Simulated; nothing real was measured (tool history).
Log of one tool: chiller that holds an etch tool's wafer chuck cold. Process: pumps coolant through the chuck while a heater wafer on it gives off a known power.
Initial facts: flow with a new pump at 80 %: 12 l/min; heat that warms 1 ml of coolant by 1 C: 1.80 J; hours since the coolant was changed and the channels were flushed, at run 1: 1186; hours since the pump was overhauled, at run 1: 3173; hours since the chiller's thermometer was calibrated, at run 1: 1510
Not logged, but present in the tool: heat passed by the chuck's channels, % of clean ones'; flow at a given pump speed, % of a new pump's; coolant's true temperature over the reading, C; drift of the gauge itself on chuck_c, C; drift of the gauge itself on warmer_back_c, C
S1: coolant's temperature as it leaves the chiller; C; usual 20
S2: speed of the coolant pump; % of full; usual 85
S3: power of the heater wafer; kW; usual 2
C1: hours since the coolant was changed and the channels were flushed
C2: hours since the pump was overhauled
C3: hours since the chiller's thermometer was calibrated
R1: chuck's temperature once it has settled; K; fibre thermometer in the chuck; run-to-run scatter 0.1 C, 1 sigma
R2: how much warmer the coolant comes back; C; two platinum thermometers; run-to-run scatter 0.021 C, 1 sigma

run      day  S1  S2     S3    C1    C2    C3      R1    R2
  1        0  20  85      2  1186  3173  1510  306.05  5.24
  2    5.233  20  85      2  1311  3299  1636  306.05  5.23
  3   14.975  20  85      2  1545  3532  1870  305.95  5.24
  4   22.875  20  85      2  1734  3722  2059  305.95  5.22
  5   26.883  20  85  1.478  1831  3818  2155  302.55  3.82
  6   33.217  20  85  1.478  1983  3970  2307  302.55  3.82
  7   38.621  20  85  1.478  2112  4100  2437  302.55  3.83
  8   45.171  13  85      2  2270  4257  2594  298.85  5.19
      45.717  -- chiller's thermometer calibrated
  9   51.875  13  85      2  2430  4417   148  298.75  5.17
 10   57.125  20  85      2  2556  4543   274  305.95  5.18
 11   64.683  20  77      2  2737  4724   455  306.55  5.69
 12   69.104  20  77      2  2843  4830   561  306.55  5.66
 13   77.371  20  77      2  3041  5029   760  306.55  5.64
 14   84.883  20  77      2  3222  5209   940  306.65  5.64
 15   90.258  20  85  1.583  3351  5338  1069  303.35  4.03
      93.954  -- coolant changed, channels flushed
 16   95.133  20  85  1.583    28  5449  1180  303.15  4.04
 17  104.108  13  85  1.353   244  5665  1395  294.75   3.4
 18  109.704  13  85  1.353   378  5799  1530  294.75  3.41
 19  116.462  19  77   2.06   540  5961  1692  306.05  5.79
      120.65  -- coolant pump overhauled
 20  126.504  19  80   2.06   776   141  1928  305.75  5.54
 21  136.188  19  80   2.06  1009   373  2160  305.65  5.55
 22  144.367  27  85      2  1205   569  2357  312.85  5.06
 23  151.171  27  85      2  1368   733  2520  312.75  5.04
     155.367  -- chiller's thermometer calibrated
 24  159.021  14  85      2  1556   920    88  299.95  5.01
 25  166.662  12  71  1.195  1739  1103   271  293.45  3.53
 26  176.633  12  71  1.195  1978  1343   510  293.45  3.53
 27  185.629  12  71  1.627  2194  1559   726  296.65  4.78
 28    191.7  12  71  1.627  2340  1704   872  296.65  4.81
 29  200.858  12  85  1.213  2560  1924  1092  292.75  2.92
 30  210.796  20  93      2  2798  2163  1330  305.35  4.56
 31  216.767  25  83      2  2942  2306  1474  310.85  5.08

Below are 5 alternative next runs, each starting from the tool's condition after run 31. Predict each:
  A  223.975  25  82  1.823  3114  2479  1647   ?   ?
  B  223.975  24  69  1.485  3114  2479  1647   ?   ?
  C  223.975  16  83      2  3114  2479  1647   ?   ?
  D  223.975  29  93      2  3114  2479  1647   ?   ?
  E  223.975  14  82  2.242  3114  2479  1647   ?   ?

run      R1    R2
  A  309.95  4.66
  B  307.75  4.44
  C  302.15  5.05
  D  314.15  4.51
  E  301.75  5.81
Without the tool's unlogged condition, the same runs would have read:
run      R1    R2
  A  309.95  4.93
  B  307.75  4.72
  C  302.15  5.32
  D  314.15  4.79
  E  301.75  6.09
